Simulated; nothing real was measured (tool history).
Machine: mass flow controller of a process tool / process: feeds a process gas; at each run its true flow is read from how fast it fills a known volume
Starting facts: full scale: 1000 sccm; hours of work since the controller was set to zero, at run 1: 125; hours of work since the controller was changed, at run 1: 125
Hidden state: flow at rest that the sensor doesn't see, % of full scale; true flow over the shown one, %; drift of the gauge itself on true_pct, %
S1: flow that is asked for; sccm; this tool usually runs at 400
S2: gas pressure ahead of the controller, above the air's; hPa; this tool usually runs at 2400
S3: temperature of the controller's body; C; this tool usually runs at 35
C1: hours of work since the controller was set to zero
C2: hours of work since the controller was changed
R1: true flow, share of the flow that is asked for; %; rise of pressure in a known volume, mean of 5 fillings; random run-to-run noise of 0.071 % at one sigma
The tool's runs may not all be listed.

run 1 hour=0 | S1=400 S2=2400 S3=35 | C1=125 C2=125 | R1=99.84
run 2 hour=45.5 | S1=400 S2=2400 S3=35 | C1=141 C2=141 | R1=99.92
run 3 hour=88.8 | S1=400 S2=2400 S3=35 | C1=156 C2=156 | R1=99.8
run 4 hour=144.1 | S1=400 S2=2400 S3=35 | C1=175 C2=175 | R1=99.81
run 5 hour=233 | S1=400 S2=2400 S3=22 | C1=205 C2=205 | R1=99.59
run 6 hour=323.8 | S1=400 S2=2400 S3=22 | C1=237 C2=237 | R1=99.63
run 7 hour=370.7 | S1=400 S2=2400 S3=36 | C1=253 C2=253 | R1=99.81
run 8 hour=442.8 | S1=228 S2=2400 S3=31 | C1=278 C2=278 | R1=99.76
-- hour=449.3 controller's zero set anew
run 9 hour=488 | S1=228 S2=2400 S3=31 | C1=13 C2=293 | R1=99.93
run 10 hour=545.4 | S1=228 S2=2400 S3=31 | C1=33 C2=313 | R1=99.98
run 11 hour=590.4 | S1=400 S2=1620 S3=31 | C1=48 C2=328 | R1=100.3
run 12 hour=683.1 | S1=400 S2=1550 S3=27 | C1=80 C2=360 | R1=100.32
run 13 hour=775 | S1=400 S2=2400 S3=27 | C1=112 C2=392 | R1=99.93
run 14 hour=852.1 | S1=301 S2=1920 S3=35 | C1=138 C2=418 | R1=100.39

Here are 3 independent what-if runs from the current tool condition. What would each one return?
run A hour=912.6 | S1=301 S2=1920 S3=23 | C1=159 C2=439 | R1=?
run B hour=912.6 | S1=804 S2=2400 S3=35 | C1=159 C2=439 | R1=?
run C hour=912.6 | S1=260 S2=1920 S3=35 | C1=159 C2=439 | R1=?

run=A R1=100.14
run=B R1=100.22
run=C R1=100.4
Without the tool's hidden state the same runs would have given:
run=A R1=99.49
run=B R1=99.79
run=C R1=99.7

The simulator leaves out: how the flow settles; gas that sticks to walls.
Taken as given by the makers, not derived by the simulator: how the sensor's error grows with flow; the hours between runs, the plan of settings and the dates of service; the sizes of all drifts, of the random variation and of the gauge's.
